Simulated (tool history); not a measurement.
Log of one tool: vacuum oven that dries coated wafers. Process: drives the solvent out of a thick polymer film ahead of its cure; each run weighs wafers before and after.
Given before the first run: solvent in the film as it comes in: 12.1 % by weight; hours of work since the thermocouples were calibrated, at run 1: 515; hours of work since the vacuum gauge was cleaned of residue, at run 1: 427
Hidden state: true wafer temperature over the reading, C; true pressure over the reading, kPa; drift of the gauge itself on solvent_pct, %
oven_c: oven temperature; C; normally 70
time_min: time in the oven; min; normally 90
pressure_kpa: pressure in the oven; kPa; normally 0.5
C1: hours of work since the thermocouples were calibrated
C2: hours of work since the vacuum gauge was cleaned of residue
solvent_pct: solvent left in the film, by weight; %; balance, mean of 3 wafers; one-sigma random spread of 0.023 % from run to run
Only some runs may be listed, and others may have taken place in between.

{"run": 1, "hour": 0.0, "oven_c": 70, "time_min": 90, "pressure_kpa": 0.5, "C1": 515, "C2": 427, "solvent_pct": 0.96}
{"run": 2, "hour": 9.7, "oven_c": 70, "time_min": 90, "pressure_kpa": 0.5, "C1": 522, "C2": 434, "solvent_pct": 0.88}
{"run": 3, "hour": 18.4, "oven_c": 70, "time_min": 90, "pressure_kpa": 0.5, "C1": 529, "C2": 441, "solvent_pct": 0.92}
{"run": 4, "hour": 29.6, "oven_c": 70, "time_min": 62, "pressure_kpa": 0.5, "C1": 537, "C2": 449, "solvent_pct": 1.72}
{"run": 5, "hour": 47.9, "oven_c": 70, "time_min": 154, "pressure_kpa": 0.5, "C1": 551, "C2": 463, "solvent_pct": 0.45}
{"run": 6, "hour": 63.8, "oven_c": 70, "time_min": 154, "pressure_kpa": 0.5, "C1": 563, "C2": 475, "solvent_pct": 0.46}
{"run": 7, "hour": 77.6, "oven_c": 70, "time_min": 154, "pressure_kpa": 0.5, "C1": 573, "C2": 486, "solvent_pct": 0.45}
{"run": 8, "hour": 93.1, "oven_c": 70, "time_min": 90, "pressure_kpa": 0.498, "C1": 585, "C2": 497, "solvent_pct": 0.95}
{"run": 9, "hour": 108.3, "oven_c": 70, "time_min": 90, "pressure_kpa": 0.498, "C1": 596, "C2": 509, "solvent_pct": 0.93}
{"run": 10, "hour": 119.9, "oven_c": 70, "time_min": 90, "pressure_kpa": 0.498, "C1": 605, "C2": 517, "solvent_pct": 0.93}
{"run": 11, "hour": 130.6, "oven_c": 70, "time_min": 90, "pressure_kpa": 0.498, "C1": 613, "C2": 525, "solvent_pct": 0.9}
{"run": 12, "hour": 148.0, "oven_c": 70, "time_min": 90, "pressure_kpa": 0.498, "C1": 626, "C2": 538, "solvent_pct": 0.89}
{"run": 13, "hour": 158.0, "oven_c": 70, "time_min": 128, "pressure_kpa": 0.5, "C1": 634, "C2": 546, "solvent_pct": 0.55}
{"run": 14, "hour": 168.5, "oven_c": 70, "time_min": 128, "pressure_kpa": 0.89, "C1": 642, "C2": 554, "solvent_pct": 0.83}
{"run": 15, "hour": 178.0, "oven_c": 70, "time_min": 128, "pressure_kpa": 0.89, "C1": 649, "C2": 561, "solvent_pct": 0.82}
{"run": 16, "hour": 188.6, "oven_c": 70, "time_min": 68, "pressure_kpa": 0.5, "C1": 657, "C2": 569, "solvent_pct": 1.48}
{"run": 17, "hour": 201.2, "oven_c": 70, "time_min": 68, "pressure_kpa": 0.5, "C1": 666, "C2": 579, "solvent_pct": 1.46}
{"run": 18, "hour": 211.1, "oven_c": 70, "time_min": 68, "pressure_kpa": 0.5, "C1": 674, "C2": 586, "solvent_pct": 1.48}
{"run": 19, "hour": 227.7, "oven_c": 70, "time_min": 90, "pressure_kpa": 0.5, "C1": 686, "C2": 598, "solvent_pct": 0.89}
{"run": 20, "hour": 244.5, "oven_c": 70, "time_min": 119, "pressure_kpa": 0.5, "C1": 699, "C2": 611, "solvent_pct": 0.56}
{"run": 21, "hour": 261.7, "oven_c": 70, "time_min": 119, "pressure_kpa": 0.5, "C1": 712, "C2": 624, "solvent_pct": 0.61}
{"run": 22, "hour": 278.9, "oven_c": 70, "time_min": 90, "pressure_kpa": 0.5, "C1": 725, "C2": 637, "solvent_pct": 0.92}
{"run": 23, "hour": 289.3, "oven_c": 70, "time_min": 90, "pressure_kpa": 0.5, "C1": 732, "C2": 645, "solvent_pct": 0.96}
{"run": 24, "hour": 299.1, "oven_c": 70, "time_min": 90, "pressure_kpa": 0.5, "C1": 740, "C2": 652, "solvent_pct": 0.94}
{"run": 25, "hour": 311.1, "oven_c": 70, "time_min": 154, "pressure_kpa": 0.385, "C1": 749, "C2": 661, "solvent_pct": 0.37}
{"run": 26, "hour": 329.1, "oven_c": 79, "time_min": 70, "pressure_kpa": 0.5, "C1": 762, "C2": 675, "solvent_pct": 0.62}
{"run": 27, "hour": 345.4, "oven_c": 79, "time_min": 70, "pressure_kpa": 0.5, "C1": 775, "C2": 687, "solvent_pct": 0.63}
{"run": 28, "hour": 353.5, "oven_c": 70, "time_min": 90, "pressure_kpa": 0.566, "C1": 781, "C2": 693, "solvent_pct": 0.95}
{"run": 29, "hour": 369.3, "oven_c": 85, "time_min": 90, "pressure_kpa": 1.331, "C1": 793, "C2": 705, "solvent_pct": 0.6}
{"run": 30, "hour": 382.7, "oven_c": 64, "time_min": 51, "pressure_kpa": 0.358, "C1": 803, "C2": 715, "solvent_pct": 3.09}
{"run": 31, "hour": 397.5, "oven_c": 74, "time_min": 72, "pressure_kpa": 0.891, "C1": 814, "C2": 726, "solvent_pct": 1.23}
{"run": 32, "hour": 414.8, "oven_c": 74, "time_min": 72, "pressure_kpa": 0.891, "C1": 827, "C2": 739, "solvent_pct": 1.17}
{"run": 33, "hour": 430.3, "oven_c": 63, "time_min": 90, "pressure_kpa": 0.308, "C1": 838, "C2": 751, "solvent_pct": 1.51}
{"run": 34, "hour": 445.0, "oven_c": 63, "time_min": 90, "pressure_kpa": 0.308, "C1": 850, "C2": 762, "solvent_pct": 1.52}
{"run": 35, "hour": 453.3, "oven_c": 65, "time_min": 155, "pressure_kpa": 1.64, "C1": 856, "C2": 768, "solvent_pct": 1.69}
{"run": 36, "hour": 466.1, "oven_c": 74, "time_min": 59, "pressure_kpa": 0.258, "C1": 865, "C2": 778, "solvent_pct": 1.22}
{"run": 37, "hour": 480.2, "oven_c": 74, "time_min": 59, "pressure_kpa": 0.258, "C1": 876, "C2": 788, "solvent_pct": 1.19}
{"run": 38, "hour": 494.9, "oven_c": 76, "time_min": 156, "pressure_kpa": 0.85, "C1": 887, "C2": 799, "solvent_pct": 0.52}
{"run": 39, "hour": 506.3, "oven_c": 70, "time_min": 90, "pressure_kpa": 0.576, "C1": 896, "C2": 808, "solvent_pct": 0.95}
{"run": 40, "hour": 519.5, "oven_c": 73, "time_min": 46, "pressure_kpa": 0.461, "C1": 906, "C2": 818, "solvent_pct": 2.18}
{"run": 41, "hour": 533.4, "oven_c": 73, "time_min": 79, "pressure_kpa": 0.254, "C1": 916, "C2": 828, "solvent_pct": 0.72}
{"run": 42, "hour": 543.1, "oven_c": 73, "time_min": 79, "pressure_kpa": 0.391, "C1": 923, "C2": 836, "solvent_pct": 0.83}
{"run": 43, "hour": 553.2, "oven_c": 84, "time_min": 57, "pressure_kpa": 1.363, "C1": 931, "C2": 843, "solvent_pct": 0.95}
{"run": 44, "hour": 562.1, "oven_c": 75, "time_min": 60, "pressure_kpa": 1.363, "C1": 938, "C2": 850, "solvent_pct": 1.69}
{"run": 45, "hour": 570.8, "oven_c": 75, "time_min": 122, "pressure_kpa": 1.363, "C1": 944, "C2": 857, "solvent_pct": 0.91}
{"run": 46, "hour": 586.7, "oven_c": 55, "time_min": 103, "pressure_kpa": 0.348, "C1": 956, "C2": 869, "solvent_pct": 2.37}
{"run": 47, "hour": 595.3, "oven_c": 74, "time_min": 111, "pressure_kpa": 0.711, "C1": 963, "C2": 875, "solvent_pct": 0.55}
{"run": 48, "hour": 609.6, "oven_c": 74, "time_min": 111, "pressure_kpa": 0.711, "C1": 973, "C2": 886, "solvent_pct": 0.57}

Each row is a separate what-if for the run after 48, all from the same tool condition, not one after another. Results?
{"run": "A", "hour": 618.9, "oven_c": 59, "time_min": 111, "pressure_kpa": 0.711, "C1": 980, "C2": 893, "solvent_pct": "?"}
{"run": "B", "hour": 618.9, "oven_c": 64, "time_min": 142, "pressure_kpa": 1.954, "C1": 980, "C2": 893, "solvent_pct": "?"}
{"run": "C", "hour": 618.9, "oven_c": 65, "time_min": 150, "pressure_kpa": 0.362, "C1": 980, "C2": 893, "solvent_pct": "?"}

run=A solvent_pct=1.93
run=B solvent_pct=2.16
run=C solvent_pct=0.56
With the hidden condition removed and each run's random variation left untouched, the same runs would have given:
run=A solvent_pct=1.92
run=B solvent_pct=2.16
run=C solvent_pct=0.55
